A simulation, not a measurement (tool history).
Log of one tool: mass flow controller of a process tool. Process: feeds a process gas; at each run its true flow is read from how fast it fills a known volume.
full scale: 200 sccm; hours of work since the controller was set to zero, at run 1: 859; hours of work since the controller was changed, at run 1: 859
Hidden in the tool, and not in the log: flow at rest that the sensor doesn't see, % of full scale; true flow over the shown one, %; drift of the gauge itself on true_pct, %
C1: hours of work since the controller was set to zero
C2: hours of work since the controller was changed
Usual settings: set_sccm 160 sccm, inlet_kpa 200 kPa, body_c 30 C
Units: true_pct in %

Run 1, hour 0: usual settings; C1 859; C2 859. Result: true_pct 100.18 %.
Run 2, hour 138.2: usual settings; C1 934; C2 934. Result: true_pct 99.97 %.
Run 3, hour 271.9: usual settings but inlet_kpa 262 kPa; C1 1007; C2 1007. Result: true_pct 100.32 %.
Run 4, hour 459: usual settings but inlet_kpa 262 kPa; C1 1110; C2 1110. Result: true_pct 100.15 %.
Run 5, hour 576.1: usual settings but inlet_kpa 262 kPa; C1 1174; C2 1174. Result: true_pct 100.11 %.
Run 6, hour 713: usual settings but inlet_kpa 262 kPa; C1 1248; C2 1248. Result: true_pct 99.95 %.

The next listed run, before its measurement:
Run 7, hour 796.6: usual settings but inlet_kpa 262 kPa; C1 1294; C2 1294. Result: true_pct ?.

Run 7 gave true_pct 99.94 %.
Without the tool's hidden state the same run would have given true_pct 100.56 %.

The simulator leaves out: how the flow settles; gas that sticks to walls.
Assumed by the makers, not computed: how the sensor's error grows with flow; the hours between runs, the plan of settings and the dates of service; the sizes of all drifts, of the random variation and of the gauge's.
